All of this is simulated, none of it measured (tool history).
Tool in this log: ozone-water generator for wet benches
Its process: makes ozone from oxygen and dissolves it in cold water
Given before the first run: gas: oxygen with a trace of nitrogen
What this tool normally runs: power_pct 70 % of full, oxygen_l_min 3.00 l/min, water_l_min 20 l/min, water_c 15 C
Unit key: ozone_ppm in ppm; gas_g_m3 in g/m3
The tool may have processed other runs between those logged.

run,hour,power_pct,oxygen_l_min,water_l_min,water_c,ozone_ppm,gas_g_m3
1,0.0,70,3.00,20,15,23.3,266.3
2,77.0,70,3.00,20,15,23.1,266.8
3,166.5,70,3.00,20,15,23.2,264.9
4,272.4,70,3.00,20,15,22.7,264.5
5,386.9,70,3.00,20,15,22.8,266.6
6,473.1,70,3.00,16,15,27.7,264.6
7,591.5,41,3.00,20,15,14.7,169.9
8,653.7,70,3.00,18,15,25.4,264.8
9,714.3,70,3.00,18,15,25.2,266.7
10,769.9,70,3.00,18,15,25.2,266.8
11,862.4,70,3.00,18,15,25.3,266.2
12,917.4,70,3.00,18,15,25.0,261.4
13,1015.1,70,3.00,18,15,25.5,263.4
14,1093.5,70,1.77,20,15,19.6,337.7
15,1152.8,45,1.77,20,15,13.6,232.0
16,1258.9,45,1.77,20,15,13.6,232.8
17,1343.3,45,1.77,20,15,13.4,231.7
18,1420.5,45,3.22,27,15,12.1,174.7
19,1542.7,65,3.22,25,15,17.7,238.3
20,1596.9,44,1.87,14,21,17.9,224.7
21,1674.3,98,3.00,20,8,32.2,345.9
22,1785.4,98,3.00,20,8,31.8,346.1
23,1872.1,59,4.01,20,15,21.0,199.6
24,1992.5,59,4.01,20,15,20.8,199.6
25,2044.3,70,2.18,27,16,15.2,301.0
26,2143.1,70,1.65,20,15,19.0,341.3
27,2244.9,52,4.19,17,12,22.7,178.0
28,2357.2,52,4.19,17,12,22.5,175.7
29,2429.1,84,1.55,17,12,25.5,409.1
# hour 2489.0: water thermometer calibrated
30,2520.7,64,3.00,13,12,31.0,241.2
31,2586.7,64,3.00,13,12,31.1,242.0
32,2660.9,84,3.88,20,15,28.1,268.3

Below, some changes in ozone_ppm between adjacent runs. For each, the amount present without the hidden state too (settings, incoming material, random variation) and the amount remaining for the hidden state with gauge scatter not shared by both compared results:
Hidden state present: yield of the discharge, % of new electrodes'; contactor's efficiency, % of a clean one's; true water temperature over the reading, C; drift of the gauge itself on ozone_ppm, %; drift of the gauge itself on gas_g_m3, %.
Run 6 -> 7: power_pct 70 -> 41, water_l_min 16 -> 20. ozone_ppm -13.0 ppm: hidden state +0.7, all else -13.7.
Run 20 -> 21: power_pct 44 -> 98, oxygen_l_min 1.87 -> 3.00, water_l_min 14 -> 20, water_c 21 -> 8. ozone_ppm +14.3 ppm: hidden state -1.3, all else +15.6.
Run 22 -> 23: power_pct 98 -> 59, oxygen_l_min 3.00 -> 4.01, water_c 8 -> 15. ozone_ppm -10.8 ppm: hidden state +0.9, all else -11.7.
